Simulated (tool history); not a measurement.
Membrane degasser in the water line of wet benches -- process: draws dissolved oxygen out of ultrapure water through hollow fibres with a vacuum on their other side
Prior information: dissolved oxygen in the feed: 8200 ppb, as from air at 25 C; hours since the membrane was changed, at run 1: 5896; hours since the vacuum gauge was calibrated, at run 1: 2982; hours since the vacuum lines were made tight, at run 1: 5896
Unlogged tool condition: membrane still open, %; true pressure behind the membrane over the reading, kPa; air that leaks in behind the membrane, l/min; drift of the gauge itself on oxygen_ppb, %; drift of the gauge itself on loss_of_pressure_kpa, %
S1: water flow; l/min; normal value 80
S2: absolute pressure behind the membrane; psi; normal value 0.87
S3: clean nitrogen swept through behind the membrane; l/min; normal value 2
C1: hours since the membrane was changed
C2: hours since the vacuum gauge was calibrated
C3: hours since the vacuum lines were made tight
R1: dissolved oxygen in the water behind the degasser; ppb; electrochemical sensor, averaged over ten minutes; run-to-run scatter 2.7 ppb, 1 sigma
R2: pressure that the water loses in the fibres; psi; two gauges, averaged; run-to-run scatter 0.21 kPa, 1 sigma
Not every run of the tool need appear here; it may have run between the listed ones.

run,hour,S1,S2,S3,C1,C2,C3,R1,R2
1,0,80,0.87,2,5896,2982,5896,276.6,7.281
2,111.9,80,0.87,2,6008,3094,6008,282.8,7.229
3,271.5,80,0.87,2,6168,3254,6168,284.3,7.274
4,388.5,80,0.87,2,6285,3371,6285,284.9,7.291
5,465.3,80,0.87,3.55,6362,3448,6362,195.3,7.252
# hour 476.9: vacuum gauge calibrated
6,602.5,80,0.87,3.55,6498,126,6498,199.5,7.255
7,738,80,0.87,3.55,6634,261,6634,199.9,7.268
8,810.9,80,0.87,3.55,6707,334,6707,198.7,7.24
# hour 906.4: seals of the vacuum lines changed
9,932.5,80,1.603,2,6826,454,26,651.8,7.274
10,1017.6,51,1.378,2.29,6911,539,111,333.9,4.63
11,1178.1,51,1.378,2.29,7072,699,272,333.9,4.653

Run 12 comes next. What will it give?
12,1328.6,51,1.378,2.29,7222,850,422,?,?

R1: 326.3 ppb
R2: 4.654 psi
With no hidden state in the tool, this same run would have given R1 313.7 ppb, R2 4.515 psi.

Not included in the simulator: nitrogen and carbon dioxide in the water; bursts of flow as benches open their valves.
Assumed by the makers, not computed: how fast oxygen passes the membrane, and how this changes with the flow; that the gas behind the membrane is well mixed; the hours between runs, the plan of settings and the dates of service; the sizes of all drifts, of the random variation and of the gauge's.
